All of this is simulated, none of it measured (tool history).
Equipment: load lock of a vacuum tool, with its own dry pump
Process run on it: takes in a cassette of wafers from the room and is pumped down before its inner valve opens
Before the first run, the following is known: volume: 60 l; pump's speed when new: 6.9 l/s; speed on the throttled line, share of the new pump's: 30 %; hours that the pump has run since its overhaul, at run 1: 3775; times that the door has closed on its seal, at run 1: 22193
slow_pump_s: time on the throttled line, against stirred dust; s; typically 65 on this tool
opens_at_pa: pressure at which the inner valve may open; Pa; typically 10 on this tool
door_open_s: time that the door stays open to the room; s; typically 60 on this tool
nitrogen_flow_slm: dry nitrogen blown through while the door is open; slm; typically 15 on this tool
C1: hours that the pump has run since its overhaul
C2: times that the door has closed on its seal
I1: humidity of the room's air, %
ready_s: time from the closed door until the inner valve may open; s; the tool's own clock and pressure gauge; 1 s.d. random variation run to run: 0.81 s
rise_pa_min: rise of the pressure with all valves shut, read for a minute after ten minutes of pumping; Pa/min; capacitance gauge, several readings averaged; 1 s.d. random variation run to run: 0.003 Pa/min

run 1 day=0 | slow_pump_s=65 opens_at_pa=10 door_open_s=60 nitrogen_flow_slm=15 | C1=3775 C2=22193 | I1=47.1 | ready_s=130.5 rise_pa_min=0.11
run 2 day=4.408 | slow_pump_s=65 opens_at_pa=10 door_open_s=60 nitrogen_flow_slm=15 | C1=3881 C2=22687 | I1=46.5 | ready_s=129.5 rise_pa_min=0.1
run 3 day=7.879 | slow_pump_s=65 opens_at_pa=10 door_open_s=60 nitrogen_flow_slm=15 | C1=3964 C2=23076 | I1=47.2 | ready_s=130.1 rise_pa_min=0.112
run 4 day=12.446 | slow_pump_s=65 opens_at_pa=10 door_open_s=60 nitrogen_flow_slm=15 | C1=4074 C2=23588 | I1=44.4 | ready_s=128.3 rise_pa_min=0.111
run 5 day=16.692 | slow_pump_s=65 opens_at_pa=10 door_open_s=60 nitrogen_flow_slm=15 | C1=4175 C2=24064 | I1=44.4 | ready_s=128.7 rise_pa_min=0.118
run 6 day=19.588 | slow_pump_s=65 opens_at_pa=8 door_open_s=60 nitrogen_flow_slm=15 | C1=4245 C2=24388 | I1=44.5 | ready_s=130.6 rise_pa_min=0.123
run 7 day=22.146 | slow_pump_s=65 opens_at_pa=10 door_open_s=60 nitrogen_flow_slm=15 | C1=4306 C2=24675 | I1=41.8 | ready_s=128 rise_pa_min=0.117
run 8 day=27.279 | slow_pump_s=61 opens_at_pa=10 door_open_s=60 nitrogen_flow_slm=15 | C1=4430 C2=25250 | I1=43.4 | ready_s=127.4 rise_pa_min=0.128
run 9 day=31.621 | slow_pump_s=61 opens_at_pa=10 door_open_s=60 nitrogen_flow_slm=15 | C1=4534 C2=25737 | I1=44.8 | ready_s=125.6 rise_pa_min=0.126
run 10 day=36.129 | slow_pump_s=61 opens_at_pa=10 door_open_s=60 nitrogen_flow_slm=15 | C1=4642 C2=26242 | I1=45.6 | ready_s=127.6 rise_pa_min=0.13
run 11 day=40.592 | slow_pump_s=61 opens_at_pa=10 door_open_s=60 nitrogen_flow_slm=15 | C1=4749 C2=26742 | I1=43.9 | ready_s=127.7 rise_pa_min=0.133
run 12 day=45.625 | slow_pump_s=61 opens_at_pa=10 door_open_s=60 nitrogen_flow_slm=15 | C1=4870 C2=27306 | I1=44.5 | ready_s=128.1 rise_pa_min=0.131
run 13 day=50.696 | slow_pump_s=61 opens_at_pa=10 door_open_s=60 nitrogen_flow_slm=15 | C1=4992 C2=27874 | I1=41.8 | ready_s=127 rise_pa_min=0.136
run 14 day=53.358 | slow_pump_s=61 opens_at_pa=10 door_open_s=60 nitrogen_flow_slm=15 | C1=5055 C2=28172 | I1=46 | ready_s=126.9 rise_pa_min=0.148
run 15 day=55.854 | slow_pump_s=96 opens_at_pa=10 door_open_s=43 nitrogen_flow_slm=12 | C1=5115 C2=28452 | I1=43.8 | ready_s=150.8 rise_pa_min=0.143
run 16 day=60.454 | slow_pump_s=96 opens_at_pa=10 door_open_s=43 nitrogen_flow_slm=12 | C1=5226 C2=28967 | I1=43.9 | ready_s=150.8 rise_pa_min=0.143
run 17 day=65.442 | slow_pump_s=98 opens_at_pa=10 door_open_s=122 nitrogen_flow_slm=15 | C1=5345 C2=29527 | I1=43.8 | ready_s=153 rise_pa_min=0.165
run 18 day=69.271 | slow_pump_s=65 opens_at_pa=10 door_open_s=92 nitrogen_flow_slm=9 | C1=5437 C2=29956 | I1=45.8 | ready_s=129.9 rise_pa_min=0.17
run 19 day=71.708 | slow_pump_s=65 opens_at_pa=10 door_open_s=92 nitrogen_flow_slm=9 | C1=5496 C2=30229 | I1=43.1 | ready_s=129.9 rise_pa_min=0.167
run 20 day=75.558 | slow_pump_s=123 opens_at_pa=10 door_open_s=60 nitrogen_flow_slm=15 | C1=5588 C2=30660 | I1=43.8 | ready_s=170 rise_pa_min=0.161
run 21 day=78.412 | slow_pump_s=123 opens_at_pa=10 door_open_s=60 nitrogen_flow_slm=15 | C1=5657 C2=30980 | I1=42 | ready_s=172.1 rise_pa_min=0.159
run 22 day=80.638 | slow_pump_s=73 opens_at_pa=10 door_open_s=200 nitrogen_flow_slm=15 | C1=5710 C2=31229 | I1=45 | ready_s=135.9 rise_pa_min=0.187

Branching from run 22: 3 alternative next runs. What would each branch give?
run A day=83.054 | slow_pump_s=37 opens_at_pa=16 door_open_s=85 nitrogen_flow_slm=15 | C1=5768 C2=31500 | I1=47.4 | ready_s=? rise_pa_min=?
run B day=83.054 | slow_pump_s=37 opens_at_pa=8 door_open_s=200 nitrogen_flow_slm=15 | C1=5768 C2=31500 | I1=46.1 | ready_s=? rise_pa_min=?
run C day=83.054 | slow_pump_s=73 opens_at_pa=10 door_open_s=139 nitrogen_flow_slm=15 | C1=5768 C2=31500 | I1=45.1 | ready_s=? rise_pa_min=?

run=A ready_s=107 rise_pa_min=0.171
run=B ready_s=114.7 rise_pa_min=0.193
run=C ready_s=136.4 rise_pa_min=0.18
Without the tool's unlogged condition, the same runs would have read:
run=A ready_s=102.1 rise_pa_min=0.034
run=B ready_s=109.3 rise_pa_min=0.056
run=C ready_s=132 rise_pa_min=0.041

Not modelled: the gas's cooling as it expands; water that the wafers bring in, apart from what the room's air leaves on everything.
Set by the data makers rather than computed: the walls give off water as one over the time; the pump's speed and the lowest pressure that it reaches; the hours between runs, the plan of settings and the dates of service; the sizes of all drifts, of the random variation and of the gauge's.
